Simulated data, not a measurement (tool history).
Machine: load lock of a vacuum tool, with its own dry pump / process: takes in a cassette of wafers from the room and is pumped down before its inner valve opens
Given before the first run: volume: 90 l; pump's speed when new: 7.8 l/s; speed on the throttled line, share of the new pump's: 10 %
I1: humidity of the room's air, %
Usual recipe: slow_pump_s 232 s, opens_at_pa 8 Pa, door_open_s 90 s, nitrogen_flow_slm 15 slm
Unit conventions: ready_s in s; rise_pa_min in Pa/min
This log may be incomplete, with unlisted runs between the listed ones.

{"run": 1, "day": 0.0, "slow_pump_s": 232, "opens_at_pa": 8, "door_open_s": 90, "nitrogen_flow_slm": 15, "I1": 45.2, "ready_s": 320.0, "rise_pa_min": 0.014}
{"run": 2, "day": 14.496, "slow_pump_s": 232, "opens_at_pa": 8, "door_open_s": 90, "nitrogen_flow_slm": 15, "I1": 47.5, "ready_s": 315.8, "rise_pa_min": 0.01}
{"run": 3, "day": 27.058, "slow_pump_s": 232, "opens_at_pa": 8, "door_open_s": 90, "nitrogen_flow_slm": 15, "I1": 42.5, "ready_s": 320.2, "rise_pa_min": 0.013}
{"run": 4, "day": 46.392, "slow_pump_s": 232, "opens_at_pa": 8, "door_open_s": 202, "nitrogen_flow_slm": 15, "I1": 42.9, "ready_s": 318.4, "rise_pa_min": 0.018}
{"run": 5, "day": 64.129, "slow_pump_s": 232, "opens_at_pa": 8, "door_open_s": 202, "nitrogen_flow_slm": 15, "I1": 45.9, "ready_s": 315.8, "rise_pa_min": 0.015}
{"run": 6, "day": 82.021, "slow_pump_s": 232, "opens_at_pa": 8, "door_open_s": 202, "nitrogen_flow_slm": 15, "I1": 44.1, "ready_s": 318.8, "rise_pa_min": 0.019}
{"run": 7, "day": 93.0, "slow_pump_s": 232, "opens_at_pa": 8, "door_open_s": 90, "nitrogen_flow_slm": 15, "I1": 45.2, "ready_s": 318.1, "rise_pa_min": 0.015}
{"run": 8, "day": 106.946, "slow_pump_s": 232, "opens_at_pa": 8, "door_open_s": 90, "nitrogen_flow_slm": 15, "I1": 45.6, "ready_s": 320.3, "rise_pa_min": 0.016}
{"run": 9, "day": 118.788, "slow_pump_s": 232, "opens_at_pa": 8, "door_open_s": 90, "nitrogen_flow_slm": 22, "I1": 46.4, "ready_s": 322.4, "rise_pa_min": 0.014}
{"day": 127.408, "done": "dry pump taken out, an overhauled one fitted"}
{"run": 10, "day": 142.704, "slow_pump_s": 232, "opens_at_pa": 8, "door_open_s": 90, "nitrogen_flow_slm": 15, "I1": 48.0, "ready_s": 318.6, "rise_pa_min": 0.014}
{"run": 11, "day": 155.879, "slow_pump_s": 232, "opens_at_pa": 8, "door_open_s": 90, "nitrogen_flow_slm": 15, "I1": 44.2, "ready_s": 316.3, "rise_pa_min": 0.02}
{"run": 12, "day": 167.121, "slow_pump_s": 232, "opens_at_pa": 8, "door_open_s": 90, "nitrogen_flow_slm": 15, "I1": 43.6, "ready_s": 321.1, "rise_pa_min": 0.01}
{"run": 13, "day": 181.65, "slow_pump_s": 232, "opens_at_pa": 8, "door_open_s": 90, "nitrogen_flow_slm": 15, "I1": 46.3, "ready_s": 318.6, "rise_pa_min": 0.016}
{"run": 14, "day": 194.604, "slow_pump_s": 232, "opens_at_pa": 8, "door_open_s": 90, "nitrogen_flow_slm": 15, "I1": 42.3, "ready_s": 318.7, "rise_pa_min": 0.015}
{"run": 15, "day": 212.929, "slow_pump_s": 232, "opens_at_pa": 8, "door_open_s": 90, "nitrogen_flow_slm": 15, "I1": 41.7, "ready_s": 320.6, "rise_pa_min": 0.015}
{"run": 16, "day": 226.483, "slow_pump_s": 232, "opens_at_pa": 8, "door_open_s": 90, "nitrogen_flow_slm": 15, "I1": 46.0, "ready_s": 320.2, "rise_pa_min": 0.011}
{"run": 17, "day": 248.192, "slow_pump_s": 177, "opens_at_pa": 8, "door_open_s": 90, "nitrogen_flow_slm": 9, "I1": 44.6, "ready_s": 271.1, "rise_pa_min": 0.015}
{"run": 18, "day": 266.938, "slow_pump_s": 224, "opens_at_pa": 8, "door_open_s": 37, "nitrogen_flow_slm": 7, "I1": 45.4, "ready_s": 312.0, "rise_pa_min": 0.013}
{"run": 19, "day": 284.538, "slow_pump_s": 428, "opens_at_pa": 8, "door_open_s": 108, "nitrogen_flow_slm": 7, "I1": 43.7, "ready_s": 494.9, "rise_pa_min": 0.022}
{"run": 20, "day": 298.421, "slow_pump_s": 232, "opens_at_pa": 14, "door_open_s": 90, "nitrogen_flow_slm": 5, "I1": 48.1, "ready_s": 313.8, "rise_pa_min": 0.023}
{"run": 21, "day": 322.092, "slow_pump_s": 180, "opens_at_pa": 8, "door_open_s": 90, "nitrogen_flow_slm": 15, "I1": 43.3, "ready_s": 272.5, "rise_pa_min": 0.014}
{"run": 22, "day": 343.304, "slow_pump_s": 180, "opens_at_pa": 8, "door_open_s": 90, "nitrogen_flow_slm": 15, "I1": 44.6, "ready_s": 271.6, "rise_pa_min": 0.017}
{"run": 23, "day": 356.783, "slow_pump_s": 463, "opens_at_pa": 8, "door_open_s": 90, "nitrogen_flow_slm": 15, "I1": 44.9, "ready_s": 528.8, "rise_pa_min": 0.017}
{"run": 24, "day": 370.675, "slow_pump_s": 180, "opens_at_pa": 8, "door_open_s": 90, "nitrogen_flow_slm": 15, "I1": 44.6, "ready_s": 275.5, "rise_pa_min": 0.006}
{"run": 25, "day": 382.812, "slow_pump_s": 180, "opens_at_pa": 8, "door_open_s": 90, "nitrogen_flow_slm": 15, "I1": 43.1, "ready_s": 272.5, "rise_pa_min": 0.011}
{"run": 26, "day": 399.662, "slow_pump_s": 180, "opens_at_pa": 8, "door_open_s": 90, "nitrogen_flow_slm": 15, "I1": 45.4, "ready_s": 271.7, "rise_pa_min": 0.014}
{"run": 27, "day": 413.954, "slow_pump_s": 239, "opens_at_pa": 8, "door_open_s": 90, "nitrogen_flow_slm": 10, "I1": 46.9, "ready_s": 325.5, "rise_pa_min": 0.021}
{"run": 28, "day": 425.038, "slow_pump_s": 239, "opens_at_pa": 8, "door_open_s": 90, "nitrogen_flow_slm": 10, "I1": 44.9, "ready_s": 324.1, "rise_pa_min": 0.017}
{"run": 29, "day": 443.742, "slow_pump_s": 274, "opens_at_pa": 7, "door_open_s": 90, "nitrogen_flow_slm": 15, "I1": 46.7, "ready_s": 359.4, "rise_pa_min": 0.018}
{"run": 30, "day": 460.825, "slow_pump_s": 411, "opens_at_pa": 7, "door_open_s": 113, "nitrogen_flow_slm": 5, "I1": 42.2, "ready_s": 485.6, "rise_pa_min": 0.025}
{"run": 31, "day": 479.979, "slow_pump_s": 411, "opens_at_pa": 7, "door_open_s": 157, "nitrogen_flow_slm": 5, "I1": 46.5, "ready_s": 477.4, "rise_pa_min": 0.03}

Branching from run 31: 5 alternative next runs. What would each branch give?
{"run": "A", "day": 489.862, "slow_pump_s": 144, "opens_at_pa": 8, "door_open_s": 90, "nitrogen_flow_slm": 15, "I1": 43.1, "ready_s": "?", "rise_pa_min": "?"}
{"run": "B", "day": 489.862, "slow_pump_s": 232, "opens_at_pa": 11, "door_open_s": 65, "nitrogen_flow_slm": 15, "I1": 42.9, "ready_s": "?", "rise_pa_min": "?"}
{"run": "C", "day": 489.862, "slow_pump_s": 137, "opens_at_pa": 14, "door_open_s": 90, "nitrogen_flow_slm": 7, "I1": 41.0, "ready_s": "?", "rise_pa_min": "?"}
{"run": "D", "day": 489.862, "slow_pump_s": 185, "opens_at_pa": 8, "door_open_s": 39, "nitrogen_flow_slm": 11, "I1": 43.6, "ready_s": "?", "rise_pa_min": "?"}
{"run": "E", "day": 489.862, "slow_pump_s": 232, "opens_at_pa": 8, "door_open_s": 178, "nitrogen_flow_slm": 15, "I1": 41.7, "ready_s": "?", "rise_pa_min": "?"}

run=A ready_s=239.6 rise_pa_min=0.015
run=B ready_s=311.5 rise_pa_min=0.014
run=C ready_s=226.5 rise_pa_min=0.016
run=D ready_s=276.2 rise_pa_min=0.015
run=E ready_s=323.0 rise_pa_min=0.019
The same runs, with their run-to-run variation unchanged, on a tool lacking any hidden condition would have given:
run=A ready_s=239.5 rise_pa_min=0.013
run=B ready_s=311.4 rise_pa_min=0.012
run=C ready_s=226.4 rise_pa_min=0.013
run=D ready_s=276.1 rise_pa_min=0.013
run=E ready_s=322.9 rise_pa_min=0.016
